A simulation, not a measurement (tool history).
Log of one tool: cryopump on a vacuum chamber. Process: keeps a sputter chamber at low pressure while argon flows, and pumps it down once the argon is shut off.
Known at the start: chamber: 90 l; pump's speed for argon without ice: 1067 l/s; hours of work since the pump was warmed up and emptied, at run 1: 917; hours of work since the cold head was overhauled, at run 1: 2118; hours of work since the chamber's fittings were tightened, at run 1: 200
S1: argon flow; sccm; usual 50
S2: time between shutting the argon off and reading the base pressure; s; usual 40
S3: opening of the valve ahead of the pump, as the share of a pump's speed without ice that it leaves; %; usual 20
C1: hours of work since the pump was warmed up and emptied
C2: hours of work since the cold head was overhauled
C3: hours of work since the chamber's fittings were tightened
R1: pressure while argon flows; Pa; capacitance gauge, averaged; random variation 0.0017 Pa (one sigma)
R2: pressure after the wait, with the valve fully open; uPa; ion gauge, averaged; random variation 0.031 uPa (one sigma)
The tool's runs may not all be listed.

run,day,S1,S2,S3,C1,C2,C3,R1,R2
1,0.000,50,40,20,917,2118,200,0.4249,2.17
2,2.433,50,40,28,962,2164,245,0.3140,2.25
3,5.171,24,40,28,1013,2215,296,0.1511,2.42
4,10.479,24,224,28,1112,2313,395,0.1534,1.63
# day 12.688: pump warmed up, emptied and cooled again
5,13.546,50,40,20,16,2367,448,0.3990,2.35
6,16.929,50,40,20,79,2430,511,0.4011,2.45
7,20.846,50,40,20,152,2503,584,0.4014,2.57
8,24.800,50,40,20,226,2576,658,0.4042,2.86
9,28.992,50,40,20,304,2654,736,0.4036,2.94
10,34.125,50,40,20,399,2750,832,0.4063,3.18
11,38.100,50,285,20,473,2824,906,0.4117,2.21
12,43.371,62,55,31,571,2922,1004,0.3404,3.23
13,47.275,48,188,32,644,2995,1076,0.2581,2.69
14,49.808,59,188,22,691,3042,1124,0.4537,2.75
15,54.579,59,188,22,780,3131,1212,0.4536,3.04
16,59.129,40,43,20,865,3215,1297,0.3416,4.28
17,63.000,38,48,45,937,3288,1369,0.1579,4.45
18,65.862,38,48,45,990,3341,1423,0.1598,4.49
19,68.171,50,204,33,1033,3384,1466,0.2767,3.70
# day 71.392: leaking fittings of the chamber tightened, without venting
20,71.692,50,204,33,1097,3448,6,0.2813,0.79
# day 74.767: pump warmed up, emptied and cooled again
21,76.908,43,238,46,40,3541,99,0.1514,0.71

3 ways to go on from here, each from the tool as it stands after run 21. What would each give?
A,80.712,50,40,35,111,3612,170,?,?
B,80.712,77,40,20,111,3612,170,?,?
C,80.712,53,213,36,111,3612,170,?,?

run,R1,R2
A,0.2328,1.91
B,0.6182,1.88
C,0.2381,0.87
Without the tool's hidden state the same runs would have given:
run,R1,R2
A,0.2278,1.58
B,0.6105,1.56
C,0.2329,0.55
